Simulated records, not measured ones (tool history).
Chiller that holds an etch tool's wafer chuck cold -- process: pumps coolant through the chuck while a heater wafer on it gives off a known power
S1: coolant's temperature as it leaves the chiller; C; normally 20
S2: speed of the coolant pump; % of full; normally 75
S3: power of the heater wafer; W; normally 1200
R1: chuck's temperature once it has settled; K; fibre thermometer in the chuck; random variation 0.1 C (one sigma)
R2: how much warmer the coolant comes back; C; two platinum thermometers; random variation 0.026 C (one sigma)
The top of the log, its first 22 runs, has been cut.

run 23 hour=1066.3 | S1=20 S2=77 S3=1200 | R1=303.85 R2=2.96
run 24 hour=1111.7 | S1=20 S2=77 S3=1200 | R1=304.05 R2=2.94
run 25 hour=1142.2 | S1=14 S2=85 S3=1521 | R1=299.75 R2=3.42
-- hour=1159.3 coolant changed, channels flushed
run 26 hour=1206.1 | S1=25 S2=86 S3=1012 | R1=306.25 R2=2.27
-- hour=1217.6 chiller's thermometer calibrated
run 27 hour=1265.8 | S1=13 S2=75 S3=630 | R1=291.95 R2=1.73
run 28 hour=1323.5 | S1=13 S2=75 S3=630 | R1=291.95 R2=1.73
run 29 hour=1368.1 | S1=10 S2=68 S3=950 | R1=292.55 R2=2.82
run 30 hour=1398.4 | S1=15 S2=62 S3=950 | R1=297.95 R2=3.04
run 31 hour=1444.5 | S1=15 S2=62 S3=950 | R1=298.15 R2=3.10

Branching from run 31: 4 alternative next runs. What would each branch give?
run A hour=1481.4 | S1=22 S2=62 S3=619 | R1=? R2=?
run B hour=1481.4 | S1=24 S2=75 S3=1200 | R1=? R2=?
run C hour=1481.4 | S1=20 S2=66 S3=1200 | R1=? R2=?
run D hour=1481.4 | S1=24 S2=75 S3=774 | R1=? R2=?

run=A R1=301.55 R2=2.15
run=B R1=308.15 R2=3.23
run=C R1=305.35 R2=3.63
run=D R1=304.25 R2=2.13
Stripped of hidden state, with their random variation kept, the same runs would have yielded:
run=A R1=301.55 R2=1.87
run=B R1=308.15 R2=2.96
run=C R1=305.35 R2=3.35
run=D R1=304.25 R2=1.86
